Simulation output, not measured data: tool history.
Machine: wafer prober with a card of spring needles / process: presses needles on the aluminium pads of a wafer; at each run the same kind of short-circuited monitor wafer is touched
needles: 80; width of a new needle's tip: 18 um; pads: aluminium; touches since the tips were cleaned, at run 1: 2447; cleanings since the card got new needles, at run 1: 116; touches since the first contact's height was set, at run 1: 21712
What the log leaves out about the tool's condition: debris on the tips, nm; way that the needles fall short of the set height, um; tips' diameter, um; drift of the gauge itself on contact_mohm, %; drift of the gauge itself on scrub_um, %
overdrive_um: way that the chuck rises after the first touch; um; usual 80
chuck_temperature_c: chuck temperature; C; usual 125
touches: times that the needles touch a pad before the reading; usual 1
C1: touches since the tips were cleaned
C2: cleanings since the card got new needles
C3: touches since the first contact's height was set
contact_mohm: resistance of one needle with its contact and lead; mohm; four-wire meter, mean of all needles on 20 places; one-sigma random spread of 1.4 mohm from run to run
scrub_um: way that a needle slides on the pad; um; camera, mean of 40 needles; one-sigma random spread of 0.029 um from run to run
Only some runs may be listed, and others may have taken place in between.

Run 1, hour 0: usual settings; C1 2447; C2 116; C3 21712. Result: contact_mohm 148 mohm, scrub_um 15.57 um.
At hour 5.1: tips cleaned on abrasive film.
At hour 22.1: tips cleaned on abrasive film.
Run 2, hour 33.3: usual settings; C1 2342; C2 118; C3 28633. Result: contact_mohm 145 mohm, scrub_um 15.5 um.
At hour 40.7: tips cleaned on abrasive film.
At hour 57.8: tips cleaned on abrasive film.
Run 3, hour 67.2: usual settings; C1 1960; C2 120; C3 35674. Result: contact_mohm 143 mohm, scrub_um 15.51 um.
At hour 73.5: tips cleaned on abrasive film.
At hour 89.6: tips cleaned on abrasive film.
At hour 107.2: tips cleaned on abrasive film.
Run 4, hour 109.6: usual settings; C1 493; C2 123; C3 44464. Result: contact_mohm 132 mohm, scrub_um 15.48 um.
At hour 123.6: tips cleaned on abrasive film.
Run 5, hour 135.1: usual settings; C1 2398; C2 124; C3 49787. Result: contact_mohm 146 mohm, scrub_um 15.49 um.
At hour 141.5: tips cleaned on abrasive film.
At hour 158.8: tips cleaned on abrasive film.
Run 6, hour 158.8: usual settings; C1 0; C2 126; C3 54699. Result: contact_mohm 127 mohm, scrub_um 15.39 um.
At hour 175.6: tips cleaned on abrasive film.
At hour 193.9: tips cleaned on abrasive film.
At hour 210.2: tips cleaned on abrasive film.
Run 7, hour 211.9: usual settings; C1 353; C2 129; C3 65732. Result: contact_mohm 130 mohm, scrub_um 15.34 um.
At hour 228.3: tips cleaned on abrasive film.
Run 8, hour 241.1: usual settings; C1 2657; C2 130; C3 71805. Result: contact_mohm 152 mohm, scrub_um 15.35 um.
At hour 244.5: tips cleaned on abrasive film.
At hour 262.4: tips cleaned on abrasive film.
Run 9, hour 272.5: usual settings; C1 2104; C2 132; C3 78329. Result: contact_mohm 147 mohm, scrub_um 15.33 um.
At hour 279.6: tips cleaned on abrasive film.
At hour 296.8: tips cleaned on abrasive film.
Run 10, hour 297.8: usual settings; C1 212; C2 134; C3 83580. Result: contact_mohm 131 mohm, scrub_um 15.27 um.
At hour 314.5: tips cleaned on abrasive film.
At hour 332.1: tips cleaned on abrasive film.
Run 11, hour 340.4: usual settings but overdrive_um 65 um; C1 1730; C2 136; C3 92441. Result: contact_mohm 159 mohm, scrub_um 12.28 um.
At hour 348.2: tips cleaned on abrasive film.
At hour 366.9: tips cleaned on abrasive film.
At hour 383.2: tips cleaned on abrasive film.
Run 12, hour 383.2: usual settings but touches 2; C1 0; C2 139; C3 101329. Result: contact_mohm 129 mohm, scrub_um 15.2 um.
At hour 402.4: tips cleaned on abrasive film.
At hour 420.2: tips cleaned on abrasive film.
Run 13, hour 425.5: usual settings; C1 1118; C2 141; C3 110134. Result: contact_mohm 140 mohm, scrub_um 15.2 um.
At hour 435.7: tips cleaned on abrasive film.
At hour 452.3: tips cleaned on abrasive film.
Run 14, hour 452.3: usual settings; C1 0; C2 143; C3 115695. Result: contact_mohm 128 mohm, scrub_um 15.12 um.
At hour 470.6: tips cleaned on abrasive film.
Run 15, hour 476.9: usual settings; C1 1329; C2 144; C3 120811. Result: contact_mohm 143 mohm, scrub_um 15.12 um.
At hour 487.3: tips cleaned on abrasive film.
At hour 506.2: tips cleaned on abrasive film.
Run 16, hour 515.7: usual settings; C1 1995; C2 146; C3 128876. Result: contact_mohm 148 mohm, scrub_um 15.15 um.
At hour 523.5: tips cleaned on abrasive film.
At hour 523.8: height of the first contact set anew.
At hour 540.8: tips cleaned on abrasive film.
At hour 557.2: tips cleaned on abrasive film.
Run 17, hour 565: usual settings but overdrive_um 76 um, chuck_temperature_c 25 C; C1 1626; C2 149; C3 8568. Result: contact_mohm 132 mohm, scrub_um 14.83 um.
At hour 574.8: tips cleaned on abrasive film.
At hour 591.4: tips cleaned on abrasive film.
At hour 609: tips cleaned on abrasive film.
Run 18, hour 614: usual settings but overdrive_um 76 um, chuck_temperature_c 25 C; C1 1046; C2 152; C3 18757. Result: contact_mohm 128 mohm, scrub_um 14.78 um.
At hour 624.5: tips cleaned on abrasive film.
At hour 640: tips cleaned on abrasive film.
At hour 659: tips cleaned on abrasive film.
Run 19, hour 664.9: usual settings but chuck_temperature_c 30 C, touches 2; C1 1250; C2 155; C3 29339. Result: contact_mohm 123 mohm, scrub_um 15.51 um.
At hour 676.4: tips cleaned on abrasive film.
At hour 693.6: tips cleaned on abrasive film.
Run 20, hour 706.3: usual settings but overdrive_um 70 um; C1 2653; C2 157; C3 37933. Result: contact_mohm 158 mohm, scrub_um 13.49 um.
At hour 710.3: tips cleaned on abrasive film.
At hour 728: tips cleaned on abrasive film.
Run 21, hour 729.9: usual settings but overdrive_um 71 um, chuck_temperature_c 94 C; C1 395; C2 159; C3 42831. Result: contact_mohm 133 mohm, scrub_um 13.69 um.
At hour 744: tips cleaned on abrasive film.
At hour 760.5: tips cleaned on abrasive film.
At hour 776.1: tips cleaned on abrasive film.
Run 22, hour 784.4: usual settings but overdrive_um 71 um, chuck_temperature_c 94 C; C1 1746; C2 162; C3 54165. Result: contact_mohm 149 mohm, scrub_um 13.64 um.
At hour 795.2: tips cleaned on abrasive film.
At hour 812.9: tips cleaned on abrasive film.
Run 23, hour 817.9: usual settings but overdrive_um 88 um, chuck_temperature_c 39 C, touches 3; C1 1044; C2 164; C3 61127. Result: contact_mohm 116 mohm, scrub_um 16.92 um.
At hour 828.6: tips cleaned on abrasive film.
At hour 844.9: tips cleaned on abrasive film.
At hour 863.5: tips cleaned on abrasive film.
Run 24, hour 868.1: usual settings but overdrive_um 81 um, chuck_temperature_c 26 C, touches 3; C1 966; C2 167; C3 71558. Result: contact_mohm 117 mohm, scrub_um 15.5 um.
At hour 881.8: tips cleaned on abrasive film.
Run 25, hour 896.6: usual settings but overdrive_um 81 um, chuck_temperature_c 42 C, touches 2; C1 3085; C2 168; C3 77477. Result: contact_mohm 133 mohm, scrub_um 15.51 um.
At hour 900.5: tips cleaned on abrasive film.
At hour 918.3: tips cleaned on abrasive film.
Run 26, hour 927.2: usual settings but overdrive_um 82 um, chuck_temperature_c 65 C, touches 2; C1 1851; C2 170; C3 83838. Result: contact_mohm 131 mohm, scrub_um 15.67 um.
At hour 933.8: tips cleaned on abrasive film.
At hour 950.6: tips cleaned on abrasive film.
At hour 968.2: tips cleaned on abrasive film.
Run 27, hour 968.2: usual settings but overdrive_um 87 um, chuck_temperature_c 41 C; C1 0; C2 173; C3 92356. Result: contact_mohm 116 mohm, scrub_um 16.61 um.
At hour 984.9: tips cleaned on abrasive film.
At hour 1000.8: tips cleaned on abrasive film.
Run 28, hour 1013.7: usual settings but overdrive_um 88 um, chuck_temperature_c 45 C, touches 2; C1 2686; C2 175; C3 101811. Result: contact_mohm 128 mohm, scrub_um 16.76 um.
At hour 1017.4: tips cleaned on abrasive film.
At hour 1035.5: tips cleaned on abrasive film.
Run 29, hour 1041.7: usual settings but overdrive_um 88 um, chuck_temperature_c 45 C, touches 2; C1 1289; C2 177; C3 107621. Result: contact_mohm 123 mohm, scrub_um 16.77 um.
At hour 1051.4: tips cleaned on abrasive film.
At hour 1069.5: tips cleaned on abrasive film.
At hour 1087: tips cleaned on abrasive film.
Run 30, hour 1089.8: usual settings but overdrive_um 82 um, chuck_temperature_c 39 C, touches 2; C1 572; C2 180; C3 117616. Result: contact_mohm 119 mohm, scrub_um 15.54 um.

Describe how what the log doesn't record of the tool's condition differs between the last listed run preceding each entry between runs and the first listed run following it.
From run 1 to run 2: tips cleaned on abrasive film (hour 5.1); tips cleaned on abrasive film (hour 22.1)
  debris on the tips, nm: 29.1 -> 28.4; way that the needles fall short of the set height, um: 0.44 -> 0.59; tips' diameter, um: 21.02 -> 21.07
  difference, measured minus the result without the unlogged condition, contact_mohm: +24 -> +23 mohm; scrub_um: -0.09 -> -0.11 um
From run 2 to run 3: tips cleaned on abrasive film (hour 40.7); tips cleaned on abrasive film (hour 57.8)
  debris on the tips, nm: 28.4 -> 25; way that the needles fall short of the set height, um: 0.59 -> 0.72; tips' diameter, um: 21.07 -> 21.12
  difference, measured minus the result without the unlogged condition, contact_mohm: +23 -> +21 mohm; scrub_um: -0.11 -> -0.15 um
From run 3 to run 4: tips cleaned on abrasive film (hour 73.5); tips cleaned on abrasive film (hour 89.6); tips cleaned on abrasive film (hour 107.2)
  debris on the tips, nm: 25 -> 9.4; way that the needles fall short of the set height, um: 0.72 -> 0.91; tips' diameter, um: 21.12 -> 21.19
  difference, measured minus the result without the unlogged condition, contact_mohm: +21 -> +9 mohm; scrub_um: -0.15 -> -0.18 um
From run 4 to run 5: tips cleaned on abrasive film (hour 123.6)
  debris on the tips, nm: 9.4 -> 29.6; way that the needles fall short of the set height, um: 0.91 -> 0.99; tips' diameter, um: 21.19 -> 21.22
  difference, measured minus the result without the unlogged condition, contact_mohm: +9 -> +25 mohm; scrub_um: -0.18 -> -0.19 um
From run 5 to run 6: tips cleaned on abrasive film (hour 141.5); tips cleaned on abrasive film (hour 158.8)
  debris on the tips, nm: 29.6 -> 2.7; way that the needles fall short of the set height, um: 0.99 -> 1.18; tips' diameter, um: 21.22 -> 21.28
  difference, measured minus the result without the unlogged condition, contact_mohm: +25 -> +4 mohm; scrub_um: -0.19 -> -0.23 um
From run 6 to run 7: tips cleaned on abrasive film (hour 175.6); tips cleaned on abrasive film (hour 193.9); tips cleaned on abrasive film (hour 210.2)
  debris on the tips, nm: 2.7 -> 6.5; way that the needles fall short of the set height, um: 1.18 -> 1.4; tips' diameter, um: 21.28 -> 21.36
  difference, measured minus the result without the unlogged condition, contact_mohm: +4 -> +7 mohm; scrub_um: -0.23 -> -0.27 um
From run 7 to run 8: tips cleaned on abrasive film (hour 228.3)
  debris on the tips, nm: 6.5 -> 33.4; way that the needles fall short of the set height, um: 1.4 -> 1.48; tips' diameter, um: 21.36 -> 21.39
  difference, measured minus the result without the unlogged condition, contact_mohm: +7 -> +29 mohm; scrub_um: -0.27 -> -0.29 um
From run 8 to run 9: tips cleaned on abrasive film (hour 244.5); tips cleaned on abrasive film (hour 262.4)
  debris on the tips, nm: 33.4 -> 26.4; way that the needles fall short of the set height, um: 1.48 -> 1.62; tips' diameter, um: 21.39 -> 21.43
  difference, measured minus the result without the unlogged condition, contact_mohm: +29 -> +23 mohm; scrub_um: -0.29 -> -0.31 um
From run 9 to run 10: tips cleaned on abrasive film (hour 279.6); tips cleaned on abrasive film (hour 296.8)
  debris on the tips, nm: 26.4 -> 6.3; way that the needles fall short of the set height, um: 1.62 -> 1.79; tips' diameter, um: 21.43 -> 21.5
  difference, measured minus the result without the unlogged condition, contact_mohm: +23 -> +8 mohm; scrub_um: -0.31 -> -0.35 um
From run 10 to run 11: tips cleaned on abrasive film (hour 314.5); tips cleaned on abrasive film (hour 332.1)
  debris on the tips, nm: 6.3 -> 24.5; way that the needles fall short of the set height, um: 1.79 -> 1.96; tips' diameter, um: 21.5 -> 21.55
  difference, measured minus the result without the unlogged condition, contact_mohm: +8 -> +33 mohm; scrub_um: -0.35 -> -0.38 um
From run 11 to run 12: tips cleaned on abrasive film (hour 348.2); tips cleaned on abrasive film (hour 366.9); tips cleaned on abrasive film (hour 383.2)
  debris on the tips, nm: 24.5 -> 4.3; way that the needles fall short of the set height, um: 1.96 -> 2.2; tips' diameter, um: 21.55 -> 21.64
  difference, measured minus the result without the unlogged condition, contact_mohm: +33 -> +5 mohm; scrub_um: -0.38 -> -0.43 um
From run 12 to run 13: tips cleaned on abrasive film (hour 402.4); tips cleaned on abrasive film (hour 420.2)
  debris on the tips, nm: 4.3 -> 17.1; way that the needles fall short of the set height, um: 2.2 -> 2.36; tips' diameter, um: 21.64 -> 21.69
  difference, measured minus the result without the unlogged condition, contact_mohm: +5 -> +16 mohm; scrub_um: -0.43 -> -0.46 um
From run 13 to run 14: tips cleaned on abrasive film (hour 435.7); tips cleaned on abrasive film (hour 452.3)
  debris on the tips, nm: 17.1 -> 1.6; way that the needles fall short of the set height, um: 2.36 -> 2.49; tips' diameter, um: 21.69 -> 21.74
  difference, measured minus the result without the unlogged condition, contact_mohm: +16 -> +4 mohm; scrub_um: -0.46 -> -0.48 um
From run 14 to run 15: tips cleaned on abrasive film (hour 470.6)
  debris on the tips, nm: 1.6 -> 17.7; way that the needles fall short of the set height, um: 2.49 -> 2.58; tips' diameter, um: 21.74 -> 21.77
  difference, measured minus the result without the unlogged condition, contact_mohm: +4 -> +18 mohm; scrub_um: -0.48 -> -0.5 um
From run 15 to run 16: tips cleaned on abrasive film (hour 487.3); tips cleaned on abrasive film (hour 506.2)
  debris on the tips, nm: 17.7 -> 26.3; way that the needles fall short of the set height, um: 2.58 -> 2.75; tips' diameter, um: 21.77 -> 21.83
  difference, measured minus the result without the unlogged condition, contact_mohm: +18 -> +25 mohm; scrub_um: -0.5 -> -0.54 um
From run 16 to run 17: tips cleaned on abrasive film (hour 523.5); height of the first contact set anew (hour 523.8); tips cleaned on abrasive film (hour 540.8); tips cleaned on abrasive film (hour 557.2)
  debris on the tips, nm: 26.3 -> 21; way that the needles fall short of the set height, um: 2.75 -> 0.17; tips' diameter, um: 21.83 -> 21.92
  difference, measured minus the result without the unlogged condition, contact_mohm: +25 -> +24 mohm; scrub_um: -0.54 -> -0.03 um
From run 17 to run 18: tips cleaned on abrasive film (hour 574.8); tips cleaned on abrasive film (hour 591.4); tips cleaned on abrasive film (hour 609)
  debris on the tips, nm: 21 -> 17.1; way that the needles fall short of the set height, um: 0.17 -> 0.43; tips' diameter, um: 21.92 -> 22.01
  difference, measured minus the result without the unlogged condition, contact_mohm: +24 -> +19 mohm; scrub_um: -0.03 -> -0.08 um
From run 18 to run 19: tips cleaned on abrasive film (hour 624.5); tips cleaned on abrasive film (hour 640); tips cleaned on abrasive film (hour 659)
  debris on the tips, nm: 17.1 -> 19.8; way that the needles fall short of the set height, um: 0.43 -> 0.64; tips' diameter, um: 22.01 -> 22.08
  difference, measured minus the result without the unlogged condition, contact_mohm: +19 -> +14 mohm; scrub_um: -0.08 -> -0.13 um
From run 19 to run 20: tips cleaned on abrasive film (hour 676.4); tips cleaned on abrasive film (hour 693.6)
  debris on the tips, nm: 19.8 -> 31.1; way that the needles fall short of the set height, um: 0.64 -> 0.81; tips' diameter, um: 22.08 -> 22.14
  difference, measured minus the result without the unlogged condition, contact_mohm: +14 -> +36 mohm; scrub_um: -0.13 -> -0.16 um
From run 20 to run 21: tips cleaned on abrasive film (hour 710.3); tips cleaned on abrasive film (hour 728)
  debris on the tips, nm: 31.1 -> 9.1; way that the needles fall short of the set height, um: 0.81 -> 0.96; tips' diameter, um: 22.14 -> 22.19
  difference, measured minus the result without the unlogged condition, contact_mohm: +36 -> +13 mohm; scrub_um: -0.16 -> -0.19 um
From run 21 to run 22: tips cleaned on abrasive film (hour 744); tips cleaned on abrasive film (hour 760.5); tips cleaned on abrasive film (hour 776.1)
  debris on the tips, nm: 9.1 -> 23.8; way that the needles fall short of the set height, um: 0.96 -> 1.18; tips' diameter, um: 22.19 -> 22.27
  difference, measured minus the result without the unlogged condition, contact_mohm: +13 -> +29 mohm; scrub_um: -0.19 -> -0.23 um
From run 22 to run 23: tips cleaned on abrasive film (hour 795.2); tips cleaned on abrasive film (hour 812.9)
  debris on the tips, nm: 23.8 -> 15.7; way that the needles fall short of the set height, um: 1.18 -> 1.33; tips' diameter, um: 22.27 -> 22.32
  difference, measured minus the result without the unlogged condition, contact_mohm: +29 -> +7 mohm; scrub_um: -0.23 -> -0.26 um
From run 23 to run 24: tips cleaned on abrasive film (hour 828.6); tips cleaned on abrasive film (hour 844.9); tips cleaned on abrasive film (hour 863.5)
  debris on the tips, nm: 15.7 -> 16.2; way that the needles fall short of the set height, um: 1.33 -> 1.53; tips' diameter, um: 22.32 -> 22.39
  difference, measured minus the result without the unlogged condition, contact_mohm: +7 -> +8 mohm; scrub_um: -0.26 -> -0.3 um
From run 24 to run 25: tips cleaned on abrasive film (hour 881.8)
  debris on the tips, nm: 16.2 -> 34.8; way that the needles fall short of the set height, um: 1.53 -> 1.62; tips' diameter, um: 22.39 -> 22.42
  difference, measured minus the result without the unlogged condition, contact_mohm: +8 -> +23 mohm; scrub_um: -0.3 -> -0.32 um
From run 25 to run 26: tips cleaned on abrasive film (hour 900.5); tips cleaned on abrasive film (hour 918.3)
  debris on the tips, nm: 34.8 -> 25.1; way that the needles fall short of the set height, um: 1.62 -> 1.76; tips' diameter, um: 22.42 -> 22.48
  difference, measured minus the result without the unlogged condition, contact_mohm: +23 -> +16 mohm; scrub_um: -0.32 -> -0.35 um
From run 26 to run 27: tips cleaned on abrasive film (hour 933.8); tips cleaned on abrasive film (hour 950.6); tips cleaned on abrasive film (hour 968.2)
  debris on the tips, nm: 25.1 -> 4.8; way that the needles fall short of the set height, um: 1.76 -> 1.97; tips' diameter, um: 22.48 -> 22.55
  difference, measured minus the result without the unlogged condition, contact_mohm: +16 -> +6 mohm; scrub_um: -0.35 -> -0.38 um
From run 27 to run 28: tips cleaned on abrasive film (hour 984.9); tips cleaned on abrasive film (hour 1000.8)
  debris on the tips, nm: 4.8 -> 32.2; way that the needles fall short of the set height, um: 1.97 -> 2.09; tips' diameter, um: 22.55 -> 22.59
  difference, measured minus the result without the unlogged condition, contact_mohm: +6 -> +18 mohm; scrub_um: -0.38 -> -0.41 um
From run 28 to run 29: tips cleaned on abrasive film (hour 1017.4); tips cleaned on abrasive film (hour 1035.5)
  debris on the tips, nm: 32.2 -> 17.3; way that the needles fall short of the set height, um: 2.09 -> 2.24; tips' diameter, um: 22.59 -> 22.64
  difference, measured minus the result without the unlogged condition, contact_mohm: +18 -> +11 mohm; scrub_um: -0.41 -> -0.44 um
From run 29 to run 30: tips cleaned on abrasive film (hour 1051.4); tips cleaned on abrasive film (hour 1069.5); tips cleaned on abrasive film (hour 1087)
  debris on the tips, nm: 17.3 -> 10.7; way that the needles fall short of the set height, um: 2.24 -> 2.47; tips' diameter, um: 22.64 -> 22.72
  difference, measured minus the result without the unlogged condition, contact_mohm: +11 -> +9 mohm; scrub_um: -0.44 -> -0.49 um
